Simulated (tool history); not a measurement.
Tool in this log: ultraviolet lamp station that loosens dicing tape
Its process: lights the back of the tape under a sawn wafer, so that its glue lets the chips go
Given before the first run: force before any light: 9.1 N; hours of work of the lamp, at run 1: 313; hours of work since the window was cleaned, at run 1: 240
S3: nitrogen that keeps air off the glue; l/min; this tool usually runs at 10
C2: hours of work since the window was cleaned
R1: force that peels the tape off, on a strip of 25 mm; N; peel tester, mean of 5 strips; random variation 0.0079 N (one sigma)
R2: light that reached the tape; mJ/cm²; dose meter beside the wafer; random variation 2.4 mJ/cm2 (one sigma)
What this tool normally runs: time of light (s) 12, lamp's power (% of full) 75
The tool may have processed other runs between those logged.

run 1 day=0.000 | time_of_light_(s)=12 lamp's_power_(%_of_full)=75 S3=10 | hours_of_work_of_the_lamp=313 C2=240 | R1=0.440 R2=223
run 2 day=3.233 | time_of_light_(s)=12 lamp's_power_(%_of_full)=75 S3=10 | hours_of_work_of_the_lamp=363 C2=291 | R1=0.466 R2=212
run 3 day=5.154 | time_of_light_(s)=12 lamp's_power_(%_of_full)=75 S3=10 | hours_of_work_of_the_lamp=393 C2=321 | R1=0.504 R2=211
run 4 day=7.892 | time_of_light_(s)=12 lamp's_power_(%_of_full)=75 S3=10 | hours_of_work_of_the_lamp=436 C2=364 | R1=0.496 R2=204
run 5 day=9.817 | time_of_light_(s)=12 lamp's_power_(%_of_full)=75 S3=10 | hours_of_work_of_the_lamp=466 C2=394 | R1=0.529 R2=198
run 6 day=12.988 | time_of_light_(s)=12 lamp's_power_(%_of_full)=75 S3=10 | hours_of_work_of_the_lamp=516 C2=444 | R1=0.586 R2=193
run 7 day=16.542 | time_of_light_(s)=12 lamp's_power_(%_of_full)=75 S3=10 | hours_of_work_of_the_lamp=572 C2=499 | R1=0.645 R2=180
run 8 day=18.742 | time_of_light_(s)=12 lamp's_power_(%_of_full)=75 S3=10 | hours_of_work_of_the_lamp=606 C2=534 | R1=0.676 R2=178
-- day=21.242 window cleaned of glue's vapour
run 9 day=21.975 | time_of_light_(s)=12 lamp's_power_(%_of_full)=75 S3=10 | hours_of_work_of_the_lamp=656 C2=12 | R1=0.516 R2=197
run 10 day=23.512 | time_of_light_(s)=12 lamp's_power_(%_of_full)=75 S3=10 | hours_of_work_of_the_lamp=681 C2=36 | R1=0.573 R2=189
run 11 day=25.054 | time_of_light_(s)=19 lamp's_power_(%_of_full)=75 S3=10 | hours_of_work_of_the_lamp=705 C2=60 | R1=0.258 R2=297
run 12 day=26.925 | time_of_light_(s)=19 lamp's_power_(%_of_full)=75 S3=10 | hours_of_work_of_the_lamp=734 C2=89 | R1=0.256 R2=295
run 13 day=30.458 | time_of_light_(s)=19 lamp's_power_(%_of_full)=75 S3=10 | hours_of_work_of_the_lamp=789 C2=144 | R1=0.283 R2=282
run 14 day=34.075 | time_of_light_(s)=19 lamp's_power_(%_of_full)=73 S3=10 | hours_of_work_of_the_lamp=846 C2=201 | R1=0.305 R2=266
run 15 day=37.617 | time_of_light_(s)=20 lamp's_power_(%_of_full)=75 S3=10 | hours_of_work_of_the_lamp=901 C2=256 | R1=0.289 R2=271
run 16 day=41.079 | time_of_light_(s)=20 lamp's_power_(%_of_full)=75 S3=10 | hours_of_work_of_the_lamp=956 C2=311 | R1=0.312 R2=260
run 17 day=42.862 | time_of_light_(s)=12 lamp's_power_(%_of_full)=66 S3=10 | hours_of_work_of_the_lamp=983 C2=339 | R1=1.150 R2=134
run 18 day=46.346 | time_of_light_(s)=12 lamp's_power_(%_of_full)=66 S3=10 | hours_of_work_of_the_lamp=1038 C2=393 | R1=1.281 R2=126
run 19 day=49.392 | time_of_light_(s)=12 lamp's_power_(%_of_full)=66 S3=10 | hours_of_work_of_the_lamp=1086 C2=441 | R1=1.400 R2=126
-- day=50.817 lamp changed
run 20 day=51.229 | time_of_light_(s)=12 lamp's_power_(%_of_full)=66 S3=10 | hours_of_work_of_the_lamp=6 C2=469 | R1=0.514 R2=204
run 21 day=54.121 | time_of_light_(s)=12 lamp's_power_(%_of_full)=66 S3=10 | hours_of_work_of_the_lamp=52 C2=514 | R1=0.557 R2=198
run 22 day=56.333 | time_of_light_(s)=12 lamp's_power_(%_of_full)=75 S3=11 | hours_of_work_of_the_lamp=86 C2=549 | R1=0.426 R2=220
-- day=57.588 window cleaned of glue's vapour
run 23 day=59.167 | time_of_light_(s)=7 lamp's_power_(%_of_full)=75 S3=14 | hours_of_work_of_the_lamp=130 C2=25 | R1=0.876 R2=146
run 24 day=61.546 | time_of_light_(s)=12 lamp's_power_(%_of_full)=75 S3=8 | hours_of_work_of_the_lamp=168 C2=62 | R1=0.378 R2=243
run 25 day=63.992 | time_of_light_(s)=14 lamp's_power_(%_of_full)=83 S3=15 | hours_of_work_of_the_lamp=206 C2=100 | R1=0.240 R2=299
run 26 day=66.304 | time_of_light_(s)=14 lamp's_power_(%_of_full)=83 S3=15 | hours_of_work_of_the_lamp=242 C2=137 | R1=0.245 R2=298
run 27 day=69.458 | time_of_light_(s)=21 lamp's_power_(%_of_full)=83 S3=15 | hours_of_work_of_the_lamp=292 C2=186 | R1=0.198 R2=432
run 28 day=71.867 | time_of_light_(s)=12 lamp's_power_(%_of_full)=62 S3=8 | hours_of_work_of_the_lamp=329 C2=224 | R1=0.726 R2=180
run 29 day=73.758 | time_of_light_(s)=14 lamp's_power_(%_of_full)=67 S3=11 | hours_of_work_of_the_lamp=359 C2=253 | R1=0.421 R2=221
run 30 day=76.900 | time_of_light_(s)=14 lamp's_power_(%_of_full)=67 S3=11 | hours_of_work_of_the_lamp=408 C2=302 | R1=0.444 R2=211
run 31 day=80.346 | time_of_light_(s)=6 lamp's_power_(%_of_full)=68 S3=9 | hours_of_work_of_the_lamp=462 C2=356 | R1=2.223 R2=88
run 32 day=82.846 | time_of_light_(s)=11 lamp's_power_(%_of_full)=90 S3=10 | hours_of_work_of_the_lamp=501 C2=395 | R1=0.483 R2=212
run 33 day=85.654 | time_of_light_(s)=13 lamp's_power_(%_of_full)=75 S3=16 | hours_of_work_of_the_lamp=545 C2=439 | R1=0.421 R2=197
run 34 day=88.829 | time_of_light_(s)=9 lamp's_power_(%_of_full)=75 S3=10 | hours_of_work_of_the_lamp=595 C2=489 | R1=1.155 R2=134
run 35 day=90.892 | time_of_light_(s)=12 lamp's_power_(%_of_full)=84 S3=10 | hours_of_work_of_the_lamp=627 C2=521 | R1=0.544 R2=192
-- day=94.096 window cleaned of glue's vapour
run 36 day=94.592 | time_of_light_(s)=20 lamp's_power_(%_of_full)=81 S3=7 | hours_of_work_of_the_lamp=685 C2=8 | R1=0.225 R2=346
run 37 day=97.996 | time_of_light_(s)=17 lamp's_power_(%_of_full)=75 S3=10 | hours_of_work_of_the_lamp=738 C2=61 | R1=0.321 R2=259
run 38 day=101.217 | time_of_light_(s)=14 lamp's_power_(%_of_full)=64 S3=9 | hours_of_work_of_the_lamp=788 C2=111 | R1=0.696 R2=181
run 39 day=104.692 | time_of_light_(s)=14 lamp's_power_(%_of_full)=64 S3=9 | hours_of_work_of_the_lamp=843 C2=166 | R1=0.777 R2=168
run 40 day=106.538 | time_of_light_(s)=14 lamp's_power_(%_of_full)=64 S3=9 | hours_of_work_of_the_lamp=872 C2=195 | R1=0.802 R2=168
run 41 day=109.875 | time_of_light_(s)=22 lamp's_power_(%_of_full)=63 S3=10 | hours_of_work_of_the_lamp=924 C2=247 | R1=0.327 R2=241
run 42 day=113.096 | time_of_light_(s)=22 lamp's_power_(%_of_full)=63 S3=10 | hours_of_work_of_the_lamp=974 C2=297 | R1=0.381 R2=235
run 43 day=115.488 | time_of_light_(s)=22 lamp's_power_(%_of_full)=63 S3=10 | hours_of_work_of_the_lamp=1012 C2=335 | R1=0.389 R2=223

Branching from run 43: 4 alternative next runs. What would each branch give?
run A day=117.846 | time_of_light_(s)=21 lamp's_power_(%_of_full)=94 S3=4 | hours_of_work_of_the_lamp=1049 C2=372 | R1=? R2=?
run B day=117.846 | time_of_light_(s)=13 lamp's_power_(%_of_full)=93 S3=7 | hours_of_work_of_the_lamp=1049 C2=372 | R1=? R2=?
run C day=117.846 | time_of_light_(s)=8 lamp's_power_(%_of_full)=67 S3=10 | hours_of_work_of_the_lamp=1049 C2=372 | R1=? R2=?
run D day=117.846 | time_of_light_(s)=22 lamp's_power_(%_of_full)=80 S3=4 | hours_of_work_of_the_lamp=1049 C2=372 | R1=? R2=?

run=A R1=0.314 R2=315
run=B R1=0.652 R2=191
run=C R1=2.421 R2=85
run=D R1=0.385 R2=277
Without the tool's unlogged condition, the same runs would have read:
run=A R1=0.188 R2=589
run=B R1=0.226 R2=357
run=C R1=0.858 R2=159
run=D R1=0.194 R2=520

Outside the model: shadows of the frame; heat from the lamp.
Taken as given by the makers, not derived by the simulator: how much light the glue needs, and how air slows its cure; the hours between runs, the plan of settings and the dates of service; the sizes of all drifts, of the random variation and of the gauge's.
